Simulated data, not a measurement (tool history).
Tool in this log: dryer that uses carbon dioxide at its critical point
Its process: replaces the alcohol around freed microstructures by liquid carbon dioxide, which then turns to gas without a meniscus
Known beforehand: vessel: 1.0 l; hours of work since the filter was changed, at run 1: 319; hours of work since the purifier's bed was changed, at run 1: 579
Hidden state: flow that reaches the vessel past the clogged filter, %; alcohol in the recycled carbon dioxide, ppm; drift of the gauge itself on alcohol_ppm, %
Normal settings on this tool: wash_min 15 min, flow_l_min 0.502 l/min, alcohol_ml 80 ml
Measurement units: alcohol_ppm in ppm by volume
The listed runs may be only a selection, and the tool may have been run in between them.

run	hour	wash_min	flow_l_min	alcohol_ml	hours of work since the filter was changed	hours of work since the purifier's bed was changed	alcohol_ppm
1	0.0	15	0.502	80	319	579	1042
2	25.2	15	0.502	115	334	595	1391
3	39.2	15	0.502	47	343	604	744
4	60.0	9	0.502	47	356	616	3254
5	86.6	13	0.502	80	372	633	1732
# hour 94.6: purifier's bed changed
6	119.8	13	0.502	80	391	16	1500
7	150.3	13	0.502	80	410	35	1589
8	180.0	15	0.502	80	428	53	929
# hour 201.1: inlet filter changed
9	212.0	15	0.502	80	7	72	449
10	242.5	15	0.502	80	26	91	449
11	260.1	15	0.502	80	37	102	461
12	292.0	15	0.502	80	56	122	505
13	316.6	15	0.502	80	72	137	501
14	332.5	15	0.502	80	81	147	518
15	348.1	15	0.502	80	91	156	530
16	361.8	15	0.502	73	100	165	507
17	389.0	15	0.502	80	116	182	562
18	403.9	15	0.502	80	126	191	570
19	419.2	15	0.502	80	135	200	605
20	451.6	11	0.502	80	155	220	2066
21	468.4	11	0.502	80	166	231	2164
22	488.5	10	0.502	80	178	243	2943
23	502.3	10	0.502	80	187	252	3009
24	530.0	14	0.396	50	204	269	1508
25	551.8	19	0.396	43	217	282	491
26	573.9	16	0.396	54	231	296	1078
27	593.0	10	0.348	80	243	308	9205
28	612.1	10	0.348	80	255	320	9053
29	634.8	19	0.502	41	269	334	251
30	658.5	19	0.382	115	283	349	1350
31	686.5	9	0.502	88	301	366	5006
32	702.8	12	0.769	88	311	376	387
33	727.4	14	0.769	88	326	391	257
34	748.6	14	0.769	88	339	404	282
35	765.4	22	0.715	88	349	415	203
36	796.6	12	0.651	70	369	434	701
37	817.6	11	0.651	25	382	447	484
38	831.8	10	0.837	86	391	456	596
39	861.1	13	0.428	61	409	474	2329
40	886.7	13	0.428	61	425	490	2412
# hour 912.5: inlet filter changed
41	914.3	15	0.363	50	1	506	1430
42	932.2	23	0.509	71	12	517	283
43	960.2	16	0.502	50	30	535	433
44	975.3	16	0.502	50	39	544	449
45	1000.4	16	0.502	50	54	560	465
46	1022.2	19	0.502	80	68	573	380

5 options for the next run, each taken on its own from the tool as it stands now. Forecast them:
A	1044.3	18	0.465	80	82	587	?
B	1044.3	13	0.502	80	82	587	?
C	1044.3	9	0.502	64	82	587	?
D	1044.3	15	0.305	80	82	587	?
E	1044.3	24	0.361	40	82	587	?

run	alcohol_ppm
A	555
B	1190
C	3138
D	4172
E	403
With the hidden condition removed and each run's random variation left untouched, the same runs would have given:
run	alcohol_ppm
A	230
B	800
C	2616
D	3576
E	106

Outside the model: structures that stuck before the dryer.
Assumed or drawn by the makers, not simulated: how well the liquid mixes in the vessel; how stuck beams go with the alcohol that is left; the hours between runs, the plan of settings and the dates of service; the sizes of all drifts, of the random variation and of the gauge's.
